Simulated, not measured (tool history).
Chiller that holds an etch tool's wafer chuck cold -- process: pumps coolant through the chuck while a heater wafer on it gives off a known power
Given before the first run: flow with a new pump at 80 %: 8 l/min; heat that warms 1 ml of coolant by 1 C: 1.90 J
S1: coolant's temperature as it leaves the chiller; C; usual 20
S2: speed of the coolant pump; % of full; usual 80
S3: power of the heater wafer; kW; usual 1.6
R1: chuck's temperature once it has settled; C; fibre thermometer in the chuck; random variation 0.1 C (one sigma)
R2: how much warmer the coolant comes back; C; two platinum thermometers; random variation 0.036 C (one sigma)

Run 1, hour 0: usual settings. Result: R1 33.9 C, R2 6.61 C.
Run 2, hour 66: usual settings. Result: R1 34 C, R2 6.64 C.
Run 3, hour 175: usual settings. Result: R1 34.1 C, R2 6.61 C.
Run 4, hour 287: usual settings. Result: R1 34 C, R2 6.66 C.
Run 5, hour 393: usual settings but S1 16 C. Result: R1 30 C, R2 6.67 C.
Run 6, hour 509.2: usual settings but S3 1.359 kW. Result: R1 32.1 C, R2 5.66 C.
Run 7, hour 608.6: usual settings but S3 1.359 kW. Result: R1 32.3 C, R2 5.71 C.
Run 8, hour 669.3: usual settings but S3 1.359 kW. Result: R1 32.4 C, R2 5.75 C.
Run 9, hour 738.8: usual settings but S2 96 % of full. Result: R1 32.7 C, R2 5.59 C.
Run 10, hour 831.1: usual settings but S1 15 C, S2 96 % of full. Result: R1 27.7 C, R2 5.58 C.
Run 11, hour 887.9: usual settings but S1 11 C, S2 66 % of full, S3 0.927 kW. Result: R1 21.1 C, R2 4.78 C.
Run 12, hour 956.7: usual settings but S1 17 C, S2 70 % of full, S3 1.169 kW. Result: R1 28.9 C, R2 5.67 C.
Run 13, hour 1044.3: usual settings but S3 0.963 kW. Result: R1 29 C, R2 4.05 C.
Run 14, hour 1146.8: usual settings but S2 67 % of full, S3 1.65 kW. Result: R1 37.4 C, R2 8.38 C.
Run 15, hour 1206.9: usual settings but S2 65 % of full, S3 0.821 kW. Result: R1 29 C, R2 4.32 C.
Run 16, hour 1278.1: usual settings but S1 16 C, S2 84 % of full, S3 1.248 kW. Result: R1 27.2 C, R2 5.04 C.

Alternative continuations, all from the tool just after run 16; predict every row:
Run A, hour 1378.7: usual settings but S1 18 C, S2 99 % of full, S3 1.462 kW. Result: R1 ?, R2 ?.
Run B, hour 1378.7: usual settings but S1 17 C, S2 76 % of full, S3 1.485 kW. Result: R1 ?, R2 ?.
Run C, hour 1378.7: usual settings but S1 18 C. Result: R1 ?, R2 ?.

run    R1    R2
  A  29.7  4.96
  B  31.6   6.6
  C    33  6.75
Take away the tool's hidden state, keep each run's random variation, and the runs would have read:
run    R1    R2
  A  28.2  4.65
  B  29.8  6.18
  C  31.2  6.33
